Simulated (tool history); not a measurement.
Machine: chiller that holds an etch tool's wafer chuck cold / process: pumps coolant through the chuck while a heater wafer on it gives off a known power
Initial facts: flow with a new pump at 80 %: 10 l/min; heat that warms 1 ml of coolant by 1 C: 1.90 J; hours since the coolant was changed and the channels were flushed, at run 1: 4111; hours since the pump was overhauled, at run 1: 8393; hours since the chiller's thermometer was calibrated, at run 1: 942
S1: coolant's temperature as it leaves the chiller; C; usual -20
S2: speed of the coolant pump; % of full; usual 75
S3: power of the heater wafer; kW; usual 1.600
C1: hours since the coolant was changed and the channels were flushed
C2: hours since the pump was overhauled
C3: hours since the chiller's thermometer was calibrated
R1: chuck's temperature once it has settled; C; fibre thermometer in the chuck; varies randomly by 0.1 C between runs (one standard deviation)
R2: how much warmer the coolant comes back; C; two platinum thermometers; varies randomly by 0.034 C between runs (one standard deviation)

Run 1, day 0.000: usual settings; C1 4111; C2 8393; C3 942. Result: R1 3.4 C, R2 6.02 C.
Run 2, day 4.308: usual settings; C1 4214; C2 8497; C3 1046. Result: R1 3.5 C, R2 5.99 C.
Run 3, day 12.725: usual settings; C1 4416; C2 8699; C3 1248. Result: R1 3.7 C, R2 6.00 C.
Run 4, day 17.358: usual settings; C1 4527; C2 8810; C3 1359. Result: R1 3.6 C, R2 6.00 C.
Run 5, day 22.038: usual settings; C1 4640; C2 8922; C3 1471. Result: R1 3.8 C, R2 5.99 C.
At day 22.996: coolant pump overhauled.
Run 6, day 27.233: usual settings; C1 4759; C2 102; C3 1591. Result: R1 5.3 C, R2 6.46 C.
Run 7, day 35.050: usual settings; C1 4947; C2 289; C3 1778. Result: R1 5.4 C, R2 6.48 C.
Run 8, day 42.654: usual settings; C1 5129; C2 472; C3 1961. Result: R1 5.5 C, R2 6.53 C.
At day 47.750: coolant pump overhauled, once more.
Run 9, day 48.971: usual settings; C1 5276; C2 29; C3 2107. Result: R1 2.2 C, R2 5.41 C.
At day 50.275: chiller's thermometer calibrated.
Run 10, day 54.508: usual settings but S1 -14 C, S2 73 % of full; C1 5408; C2 161; C3 102. Result: R1 9.1 C, R2 5.49 C.
At day 56.171: coolant changed, channels flushed.
Run 11, day 59.946: usual settings but S2 74 % of full; C1 91; C2 286; C3 226. Result: R1 0.4 C, R2 5.50 C.
Run 12, day 67.371: usual settings but S1 -13 C, S2 74 % of full, S3 1.665 kW; C1 269; C2 464; C3 404. Result: R1 8.1 C, R2 5.78 C.
Run 13, day 71.746: usual settings but S1 -13 C, S2 74 % of full, S3 1.665 kW; C1 374; C2 569; C3 509. Result: R1 8.2 C, R2 5.73 C.

Predict the results of run 14:
Run 14, day 81.308: usual settings but S1 -19 C; C1 603; C2 798; C3 739. Result: R1 ?, R2 ?.

{"run 14": {"R1": 1.6, "R2": 5.52}}
Minus the tool's unlogged condition, the same run would have read R1 1.2 C, R2 5.44 C.
